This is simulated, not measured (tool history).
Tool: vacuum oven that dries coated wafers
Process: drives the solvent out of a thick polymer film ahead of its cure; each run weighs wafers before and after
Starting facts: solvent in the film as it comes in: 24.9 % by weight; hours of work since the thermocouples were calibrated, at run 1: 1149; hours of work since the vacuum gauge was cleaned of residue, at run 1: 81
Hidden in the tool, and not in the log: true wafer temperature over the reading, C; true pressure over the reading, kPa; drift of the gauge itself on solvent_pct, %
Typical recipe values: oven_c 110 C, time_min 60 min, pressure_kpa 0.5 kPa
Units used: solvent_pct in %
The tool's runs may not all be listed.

| run | hour | oven_c | time_min | pressure_kpa | hours of work since the thermocouples were calibrated | hours of work since the vacuum gauge was cleaned of residue | solvent_pct |
|---|---|---|---|---|---|---|---|
| 1 | 0 | 110 | 60 | 0.5 | 1149 | 81 | 1.1 |
| 2 | 56.4 | 110 | 60 | 0.5 | 1175 | 107 | 1.13 |
| 3 | 84.8 | 110 | 60 | 0.876 | 1188 | 120 | 1.31 |
| 4 | 139.9 | 110 | 60 | 0.876 | 1213 | 145 | 1.32 |
| 5 | 198.4 | 110 | 60 | 0.876 | 1240 | 172 | 1.32 |
| 6 | 233.6 | 110 | 54 | 0.5 | 1257 | 188 | 1.43 |
| 7 | 265 | 110 | 54 | 0.5 | 1271 | 203 | 1.43 |
| 8 | 313.4 | 110 | 54 | 0.749 | 1293 | 225 | 1.57 |
| 9 | 342.6 | 110 | 54 | 0.749 | 1307 | 238 | 1.54 |
| 10 | 389.7 | 110 | 60 | 0.5 | 1328 | 260 | 1.11 |
| 11 | 443.1 | 110 | 60 | 0.5 | 1353 | 284 | 1.12 |
| 12 | 474.4 | 110 | 60 | 0.5 | 1367 | 299 | 1.11 |
| 13 | 533.1 | 108 | 60 | 0.472 | 1394 | 326 | 1.46 |
|  | 539.4 | oven's thermocouples calibrated |
| 14 | 571.1 | 108 | 60 | 0.472 | 15 | 342 | 1.77 |
| 15 | 632.7 | 116 | 75 | 1.039 | 43 | 371 | 0.56 |
| 16 | 657.7 | 116 | 75 | 1.039 | 54 | 382 | 0.58 |
| 17 | 714.6 | 111 | 60 | 0.448 | 81 | 408 | 1.13 |
| 18 | 743.4 | 111 | 62 | 0.573 | 94 | 421 | 1.12 |
| 19 | 791.2 | 111 | 62 | 0.573 | 116 | 443 | 1.09 |
| 20 | 843.5 | 110 | 82 | 0.381 | 140 | 467 | 0.58 |
| 21 | 876 | 110 | 82 | 0.381 | 155 | 482 | 0.61 |
| 22 | 919.6 | 117 | 65 | 0.337 | 175 | 502 | 0.35 |
| 23 | 962.5 | 117 | 65 | 0.337 | 194 | 522 | 0.32 |

Take each entry between the runs: how does the hidden state at the last listed run before it differ from the hidden state at the first listed run after it?
In the gap between runs 13 and 14: oven's thermocouples calibrated (hour 539.4)
  true wafer temperature over the reading, C: 1.39 -> -0.07; true pressure over the reading, kPa: 0.068 -> 0.07
  measured value less the no-hidden-state value, solvent_pct: -0.27 -> +0.05 %

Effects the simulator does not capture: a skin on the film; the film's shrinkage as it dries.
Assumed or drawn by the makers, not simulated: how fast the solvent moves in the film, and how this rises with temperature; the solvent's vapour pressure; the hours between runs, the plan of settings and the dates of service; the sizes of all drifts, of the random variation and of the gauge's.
